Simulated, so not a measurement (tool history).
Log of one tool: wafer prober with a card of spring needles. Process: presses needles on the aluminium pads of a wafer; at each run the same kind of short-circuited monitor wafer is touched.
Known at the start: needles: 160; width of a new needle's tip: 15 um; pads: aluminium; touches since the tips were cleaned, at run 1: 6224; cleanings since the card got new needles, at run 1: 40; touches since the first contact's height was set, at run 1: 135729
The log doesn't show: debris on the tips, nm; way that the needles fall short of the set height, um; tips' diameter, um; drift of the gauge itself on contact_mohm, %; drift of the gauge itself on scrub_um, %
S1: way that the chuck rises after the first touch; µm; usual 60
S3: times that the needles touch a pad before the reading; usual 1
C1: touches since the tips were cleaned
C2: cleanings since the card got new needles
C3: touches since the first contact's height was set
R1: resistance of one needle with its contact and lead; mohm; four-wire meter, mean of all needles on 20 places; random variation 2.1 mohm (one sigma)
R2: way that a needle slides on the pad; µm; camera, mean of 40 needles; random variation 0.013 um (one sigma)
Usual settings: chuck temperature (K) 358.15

Run 1, hour 0.0: usual settings; C1 6224; C2 40; C3 135729. Result: R1 273 mohm, R2 13.78 µm.
At hour 4.4: tips cleaned on abrasive film.
Run 2, hour 19.8: usual settings; C1 2942; C2 41; C3 139498. Result: R1 285 mohm, R2 13.65 µm.
Run 3, hour 39.3: usual settings but S1 55 µm; C1 6666; C2 41; C3 143222. Result: R1 293 mohm, R2 12.50 µm.
At hour 42.8: tips cleaned on abrasive film.
Run 4, hour 59.1: usual settings but chuck temperature (K) 373.15; C1 3117; C2 42; C3 146996. Result: R1 268 mohm, R2 13.65 µm.
At hour 79.5: tips cleaned on abrasive film.
Run 5, hour 90.7: usual settings but S3 2; C1 2146; C2 43; C3 153024. Result: R1 245 mohm, R2 13.62 µm.
At hour 109.0: tips cleaned on abrasive film, once more.
At hour 119.2: height of the first contact set anew.
Run 6, hour 129.9: usual settings but S3 2; C1 3951; C2 44; C3 2055. Result: R1 247 mohm, R2 13.99 µm.
At hour 146.2: tips cleaned on abrasive film.
Run 7, hour 153.7: usual settings but S3 2; C1 1432; C2 45; C3 6587. Result: R1 241 mohm, R2 13.96 µm.
At hour 182.5: tips cleaned on abrasive film.
Run 8, hour 182.5: usual settings but chuck temperature (K) 316.15; C1 0; C2 46; C3 12074. Result: R1 218 mohm, R2 13.97 µm.
Run 9, hour 216.0: usual settings but S1 64 µm; C1 6402; C2 46; C3 18476. Result: R1 261 mohm, R2 14.90 µm.
At hour 221.1: tips cleaned on abrasive film.
Run 10, hour 246.6: usual settings but S1 64 µm; C1 4878; C2 47; C3 24316. Result: R1 267 mohm, R2 14.86 µm.
At hour 257.7: tips cleaned on abrasive film.
Run 11, hour 279.5: usual settings but S3 2; C1 4179; C2 48; C3 30595. Result: R1 254 mohm, R2 13.94 µm.
At hour 294.1: tips cleaned on abrasive film.
Run 12, hour 296.5: usual settings but S1 49 µm, S3 2; C1 462; C2 49; C3 33830. Result: R1 236 mohm, R2 11.37 µm.
Run 13, hour 327.3: usual settings but S1 49 µm, S3 2; C1 6344; C2 49; C3 39712. Result: R1 265 mohm, R2 11.37 µm.
At hour 331.9: tips cleaned on abrasive film.
Run 14, hour 349.8: usual settings but S1 49 µm, S3 2; C1 3418; C2 50; C3 43999. Result: R1 260 mohm, R2 11.37 µm.
Run 15, hour 366.5: usual settings; C1 6618; C2 50; C3 47199. Result: R1 267 mohm, R2 13.92 µm.
At hour 368.8: tips cleaned on abrasive film.
Run 16, hour 386.3: usual settings; C1 3346; C2 51; C3 50968. Result: R1 265 mohm, R2 13.90 µm.
At hour 406.5: tips cleaned on abrasive film.
Run 17, hour 418.3: usual settings but S1 54 µm, S3 2; C1 2250; C2 52; C3 57067. Result: R1 250 mohm, R2 12.48 µm.
At hour 443.9: tips cleaned on abrasive film.
Run 18, hour 455.3: usual settings but S1 54 µm, S3 2; C1 2188; C2 53; C3 64127. Result: R1 249 mohm, R2 12.48 µm.
At hour 480.5: tips cleaned on abrasive film.
Run 19, hour 491.6: usual settings but S1 47 µm, chuck temperature (K) 387.15, S3 2; C1 2122; C2 54; C3 71042. Result: R1 262 mohm, R2 10.82 µm.
At hour 518.7: tips cleaned on abrasive film.
Run 20, hour 518.7: usual settings but S1 50 µm, chuck temperature (K) 310.15, S3 2; C1 0; C2 55; C3 76209. Result: R1 217 mohm, R2 11.52 µm.
At hour 556.5: tips cleaned on abrasive film.
Run 21, hour 556.8: usual settings but S1 50 µm, chuck temperature (K) 310.15, S3 2; C1 57; C2 56; C3 83490. Result: R1 220 mohm, R2 11.50 µm.
Run 22, hour 582.4: usual settings but S1 42 µm, chuck temperature (K) 333.15, S3 2; C1 4949; C2 56; C3 88382. Result: R1 281 mohm, R2 9.63 µm.
At hour 593.9: tips cleaned on abrasive film.
Run 23, hour 600.2: usual settings but S1 42 µm, chuck temperature (K) 333.15, S3 2; C1 1195; C2 57; C3 91756. Result: R1 248 mohm, R2 9.61 µm.
Run 24, hour 629.5: usual settings but S1 42 µm, chuck temperature (K) 333.15, S3 2; C1 6810; C2 57; C3 97371. Result: R1 281 mohm, R2 9.63 µm.
At hour 631.2: tips cleaned on abrasive film.
Run 25, hour 661.9: usual settings but S1 44 µm, chuck temperature (K) 329.15, S3 2; C1 5873; C2 58; C3 103547. Result: R1 275 mohm, R2 10.07 µm.
At hour 669.5: tips cleaned on abrasive film.
Run 26, hour 694.6: usual settings but S1 44 µm, chuck temperature (K) 329.15, S3 2; C1 4801; C2 59; C3 109789. Result: R1 268 mohm, R2 10.06 µm.
At hour 706.0: tips cleaned on abrasive film.
Run 27, hour 721.9: usual settings but S1 44 µm, chuck temperature (K) 329.15, S3 2; C1 3032; C2 60; C3 114983. Result: R1 264 mohm, R2 10.06 µm.
Run 28, hour 738.7: usual settings but S1 67 µm, S3 2; C1 6253; C2 60; C3 118204. Result: R1 248 mohm, R2 15.41 µm.
At hour 744.9: tips cleaned on abrasive film.
Run 29, hour 768.1: usual settings but S1 67 µm, S3 2; C1 4446; C2 61; C3 123812. Result: R1 242 mohm, R2 15.40 µm.
At hour 781.8: tips cleaned on abrasive film.
Run 30, hour 791.1: usual settings but S1 76 µm, chuck temperature (K) 314.15, S3 2; C1 1769; C2 62; C3 128181. Result: R1 225 mohm, R2 17.46 µm.
At hour 820.2: tips cleaned on abrasive film.
Run 31, hour 821.2: usual settings but S1 64 µm, chuck temperature (K) 325.15; C1 194; C2 63; C3 133929. Result: R1 222 mohm, R2 14.67 µm.
Run 32, hour 854.9: usual settings but S1 48 µm, chuck temperature (K) 359.15, S3 2; C1 6636; C2 63; C3 140371. Result: R1 271 mohm, R2 10.93 µm.

Hidden state or all else? Some run-to-run changes of R1, split into what the settings, what came in and random variation would give without the hidden state, and what is left for the hidden state (with any gauge scatter that isn't in both results):
Run 8 -> 9: S1 60 -> 64, chuck temperature (K) 316.15 -> 358.15. R1 +43 mohm: hidden state +40, all else +3.
Run 19 -> 20: S1 47 -> 50, chuck temperature (K) 387.15 -> 310.15, tips cleaned on abrasive film. R1 -45 mohm: hidden state -25, all else -20.
Run 21 -> 22: S1 50 -> 42, chuck temperature (K) 310.15 -> 333.15. R1 +61 mohm: hidden state +51, all else +10.
Run 31 -> 32: S1 64 -> 48, chuck temperature (K) 325.15 -> 359.15, S3 1 -> 2. R1 +49 mohm: hidden state +39, all else +10.
